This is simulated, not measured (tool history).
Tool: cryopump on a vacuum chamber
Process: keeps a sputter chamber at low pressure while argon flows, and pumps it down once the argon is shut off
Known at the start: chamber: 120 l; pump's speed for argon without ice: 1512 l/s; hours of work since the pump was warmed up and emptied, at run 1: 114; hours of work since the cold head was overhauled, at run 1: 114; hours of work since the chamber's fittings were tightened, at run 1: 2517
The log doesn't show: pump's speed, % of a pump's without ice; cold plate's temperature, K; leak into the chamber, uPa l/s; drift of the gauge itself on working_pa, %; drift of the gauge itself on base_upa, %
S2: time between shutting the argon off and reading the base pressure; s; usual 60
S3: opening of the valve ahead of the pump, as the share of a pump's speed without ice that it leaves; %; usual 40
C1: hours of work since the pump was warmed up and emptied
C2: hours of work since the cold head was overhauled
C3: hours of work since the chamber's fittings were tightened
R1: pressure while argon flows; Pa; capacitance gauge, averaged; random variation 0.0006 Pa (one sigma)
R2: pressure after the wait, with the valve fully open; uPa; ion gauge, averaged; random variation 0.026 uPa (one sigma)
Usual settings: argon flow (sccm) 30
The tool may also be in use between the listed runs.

run 1 hour=0 | argon_flow_(sccm)=30 S2=60 S3=40 | C1=114 C2=114 C3=2517 | R1=0.0849 R2=2
run 2 hour=58.5 | argon_flow_(sccm)=30 S2=60 S3=40 | C1=140 C2=140 C3=2544 | R1=0.0846 R2=2.11
run 3 hour=109.8 | argon_flow_(sccm)=30 S2=60 S3=40 | C1=163 C2=163 C3=2567 | R1=0.0849 R2=2.12
run 4 hour=188.1 | argon_flow_(sccm)=30 S2=60 S3=40 | C1=198 C2=198 C3=2602 | R1=0.0842 R2=2.15
run 5 hour=250.1 | argon_flow_(sccm)=30 S2=60 S3=59 | C1=226 C2=226 C3=2630 | R1=0.0581 R2=2.13
run 6 hour=305.4 | argon_flow_(sccm)=30 S2=60 S3=59 | C1=251 C2=251 C3=2655 | R1=0.0571 R2=2.19
run 7 hour=379.9 | argon_flow_(sccm)=30 S2=60 S3=36 | C1=285 C2=285 C3=2688 | R1=0.0949 R2=2.16
run 8 hour=446.4 | argon_flow_(sccm)=17 S2=60 S3=40 | C1=314 C2=314 C3=2718 | R1=0.0487 R2=2.15
run 9 hour=523.6 | argon_flow_(sccm)=17 S2=60 S3=40 | C1=349 C2=349 C3=2753 | R1=0.0477 R2=2.19
run 10 hour=590 | argon_flow_(sccm)=17 S2=60 S3=40 | C1=379 C2=379 C3=2782 | R1=0.0483 R2=2.18
run 11 hour=631.5 | argon_flow_(sccm)=30 S2=60 S3=35 | C1=398 C2=398 C3=2801 | R1=0.0985 R2=2.25
run 12 hour=674.4 | argon_flow_(sccm)=30 S2=60 S3=51 | C1=417 C2=417 C3=2820 | R1=0.067 R2=2.19
run 13 hour=745.8 | argon_flow_(sccm)=30 S2=60 S3=40 | C1=449 C2=449 C3=2852 | R1=0.0845 R2=2.28
-- hour=780.1 leaking fittings of the chamber tightened, without venting
run 14 hour=810.4 | argon_flow_(sccm)=30 S2=60 S3=40 | C1=477 C2=477 C3=14 | R1=0.0873 R2=1.1
run 15 hour=880.4 | argon_flow_(sccm)=30 S2=60 S3=40 | C1=508 C2=508 C3=45 | R1=0.0861 R2=1.13
run 16 hour=937 | argon_flow_(sccm)=30 S2=60 S3=40 | C1=534 C2=534 C3=70 | R1=0.0865 R2=1.09
run 17 hour=1018 | argon_flow_(sccm)=17 S2=185 S3=40 | C1=570 C2=570 C3=107 | R1=0.0488 R2=0.56
run 18 hour=1098.6 | argon_flow_(sccm)=17 S2=185 S3=40 | C1=606 C2=606 C3=143 | R1=0.0496 R2=0.59
run 19 hour=1151.5 | argon_flow_(sccm)=28 S2=117 S3=22 | C1=630 C2=630 C3=167 | R1=0.1447 R2=0.77
run 20 hour=1221.4 | argon_flow_(sccm)=28 S2=112 S3=22 | C1=662 C2=662 C3=198 | R1=0.146 R2=0.77
run 21 hour=1285.8 | argon_flow_(sccm)=28 S2=112 S3=22 | C1=690 C2=690 C3=227 | R1=0.1461 R2=0.79
run 22 hour=1365.4 | argon_flow_(sccm)=34 S2=103 S3=16 | C1=726 C2=726 C3=263 | R1=0.2416 R2=0.9
run 23 hour=1411.6 | argon_flow_(sccm)=30 S2=57 S3=15 | C1=747 C2=747 C3=284 | R1=0.2258 R2=1.25
run 24 hour=1476.4 | argon_flow_(sccm)=30 S2=246 S3=38 | C1=776 C2=776 C3=313 | R1=0.0917 R2=0.6
run 25 hour=1528.6 | argon_flow_(sccm)=30 S2=246 S3=38 | C1=799 C2=799 C3=336 | R1=0.0922 R2=0.58
run 26 hour=1579.8 | argon_flow_(sccm)=12 S2=42 S3=22 | C1=822 C2=822 C3=359 | R1=0.0632 R2=1.59
run 27 hour=1615.1 | argon_flow_(sccm)=20 S2=239 S3=39 | C1=838 C2=838 C3=375 | R1=0.0603 R2=0.59
run 28 hour=1676.3 | argon_flow_(sccm)=59 S2=35 S3=39 | C1=866 C2=866 C3=402 | R1=0.1763 R2=1.89
run 29 hour=1710.6 | argon_flow_(sccm)=59 S2=35 S3=39 | C1=881 C2=881 C3=418 | R1=0.1774 R2=1.95
run 30 hour=1783.7 | argon_flow_(sccm)=27 S2=50 S3=49 | C1=914 C2=914 C3=451 | R1=0.066 R2=1.46
run 31 hour=1829.1 | argon_flow_(sccm)=55 S2=114 S3=52 | C1=934 C2=934 C3=471 | R1=0.1251 R2=0.9
run 32 hour=1900.1 | argon_flow_(sccm)=17 S2=104 S3=40 | C1=966 C2=966 C3=503 | R1=0.0507 R2=0.95

Hidden state or all else? Some run-to-run changes of R1, split into what the settings, what came in and random variation would give without the hidden state, and what is left for the hidden state (with any gauge scatter that isn't in both results):
Run 23 -> 24: S2 57 -> 246, S3 15 -> 38. R1 -0.1341 Pa: hidden state +0.0002, all else -0.1343.
Run 27 -> 28: argon flow (sccm) 20 -> 59, S2 239 -> 35. R1 +0.116 Pa: hidden state +0.0052, all else +0.1108.
Run 29 -> 30: argon flow (sccm) 59 -> 27, S2 35 -> 50, S3 39 -> 49. R1 -0.1114 Pa: hidden state -0.0042, all else -0.1072.
Run 31 -> 32: argon flow (sccm) 55 -> 17, S2 114 -> 104, S3 52 -> 40. R1 -0.0744 Pa: hidden state -0.0051, all else -0.0693.
